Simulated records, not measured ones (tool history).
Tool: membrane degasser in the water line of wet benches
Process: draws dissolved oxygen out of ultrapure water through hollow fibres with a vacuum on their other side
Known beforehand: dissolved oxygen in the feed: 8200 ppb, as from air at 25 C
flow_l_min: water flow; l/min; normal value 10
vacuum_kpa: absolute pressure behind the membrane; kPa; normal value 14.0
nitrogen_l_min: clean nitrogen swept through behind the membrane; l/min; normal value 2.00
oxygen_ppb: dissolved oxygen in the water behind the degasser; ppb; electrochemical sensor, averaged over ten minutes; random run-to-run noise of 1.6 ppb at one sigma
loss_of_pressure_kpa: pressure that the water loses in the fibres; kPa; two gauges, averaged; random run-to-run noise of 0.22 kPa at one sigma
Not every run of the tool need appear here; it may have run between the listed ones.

run    hour  flow_l_min  vacuum_kpa  nitrogen_l_min  oxygen_ppb  loss_of_pressure_kpa
  1     0.0          10        14.0            2.00       181.2                 54.10
  2    40.4          10        14.0            2.00       185.1                 54.27
  3   127.1          10        14.0            2.00       181.2                 54.53
  4   193.0          10        14.0            2.00       182.9                 54.65
  5   271.8          10        14.0            2.00       183.2                 54.27
  6   362.5          10        14.0            2.00       184.4                 54.29
  7   405.7           7        14.0            2.00       108.4                 37.90
      409.9  -- vacuum gauge calibrated
  8   455.7          13        14.0            2.00       286.5                 70.65
  9   517.7          10        14.0            2.00       185.0                 54.04
 10   587.7          10        14.0            2.00       184.9                 54.65
 11   629.8          14        14.0            2.00       333.0                 76.55
 12   678.8          10        15.1            1.38       260.7                 54.67
 13   724.2          10        27.6            2.19       320.9                 54.30
 14   760.8          10        27.6            2.19       323.5                 54.44
      813.6  -- vacuum gauge calibrated, once more
 15   816.2          12        14.0            2.00       251.3                 65.53
 16   873.0          10        16.0            2.00       209.0                 54.85
 17   953.3          10        16.0            2.00       209.8                 54.59
 18  1022.1          10        16.7            2.00       213.8                 54.68
 19  1098.5          10        33.4            5.15       199.9                 54.60
 20  1145.7          10        31.9            0.87       792.1                 54.59
 21  1215.3          10        14.1            1.61       218.7                 54.98
 22  1256.4          11        19.7            1.61       338.6                 60.13

4 options for the next run, each taken on its own from the tool as it stands now. Forecast them:
  A  1333.7           8        19.7            1.62           ?                     ?
  B  1333.7          10        22.7            2.00           ?                     ?
  C  1333.7          10        32.1            1.61           ?                     ?
  D  1333.7          16        18.0            0.96           ?                     ?

run  oxygen_ppb  loss_of_pressure_kpa
  A       222.8                 43.82
  B       290.0                 54.24
  C       465.9                 54.87
  D       735.3                 87.52
Stripped of hidden state, with their random variation kept, the same runs would have yielded:
run  oxygen_ppb  loss_of_pressure_kpa
  A       214.0                 42.98
  B       279.0                 53.18
  C       451.2                 53.81
  D       714.7                 85.82
